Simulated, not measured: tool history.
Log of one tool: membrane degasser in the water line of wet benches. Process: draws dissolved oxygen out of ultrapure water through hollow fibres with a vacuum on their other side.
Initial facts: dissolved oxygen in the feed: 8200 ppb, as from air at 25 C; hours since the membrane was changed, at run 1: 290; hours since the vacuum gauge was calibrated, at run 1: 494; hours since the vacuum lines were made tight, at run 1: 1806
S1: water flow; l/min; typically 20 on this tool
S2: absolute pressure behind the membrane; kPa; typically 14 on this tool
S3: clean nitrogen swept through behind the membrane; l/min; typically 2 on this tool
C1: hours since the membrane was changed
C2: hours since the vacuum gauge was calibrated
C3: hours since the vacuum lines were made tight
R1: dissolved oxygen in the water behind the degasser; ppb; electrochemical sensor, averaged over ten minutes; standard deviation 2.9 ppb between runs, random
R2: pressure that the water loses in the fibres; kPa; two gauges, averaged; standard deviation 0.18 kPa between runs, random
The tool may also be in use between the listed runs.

run	hour	S1	S2	S3	C1	C2	C3	R1	R2
1	0	20	14	2	290	494	1806	290.2	34.08
2	71.7	20	25.6	2	362	566	1877	536.8	33.77
3	161.7	20	25.6	4.55	452	656	1967	279.7	33.78
4	299	20	25.6	4.55	589	793	2105	278.8	33.88
5	403	18	14	2	693	897	2209	254.6	30.68
6	463	20	14	1.63	753	957	2269	338.3	33.76
7	603.5	20	14	1.63	894	1097	2409	343.9	33.93
8	706.4	20	14	1.63	997	1200	2512	337.2	34.08
9	808.1	20	14	1.63	1098	1302	2614	342.5	33.73
10	935	20	14	1.63	1225	1429	2741	343.6	33.68
11	1036.2	20	14	2	1326	1530	2842	291.6	33.93
12	1154.4	20	14	2	1445	1648	2960	291.6	33.72
13	1250	13	14	2	1540	1744	3056	173.9	21.96
14	1352.2	20	14	1.31	1642	1846	3158	412.7	34.14
15	1452.1	23	22.3	5.75	1742	1946	3258	252.3	38.99
16	1564.2	23	22.9	5.6	1854	2058	3370	263.9	39.03
17	1644.3	19	11.9	4.92	1934	2138	3450	121.1	31.89
18	1733.2	31	18.8	0.84	2023	2227	3539	1187.1	52.61
19	1818.7	31	18.8	0.84	2109	2313	3624	1176.7	52.51
20	1951.8	20	20.7	2	2242	2446	3758	430.2	33.71
21	2093.8	20	20.7	2	2384	2588	3900	438.1	33.6
22	2194.4	20	20.7	2	2485	2688	4000	444	33.63
23	2263	20	28.9	4.22	2553	2757	4069	332.6	33.57
24	2340.9	14	14	1.98	2631	2835	4147	192.5	23.41

What does the tool deliver on the next run?
25	2479.1	20	14	4.9	2769	2973	4285	?	?

{"run 25": {"R1": 151.8, "R2": 33.93}}
On a tool with no hidden condition, and with the same random variation, this run would have come out at R1 151.7 ppb, R2 33.92 kPa.
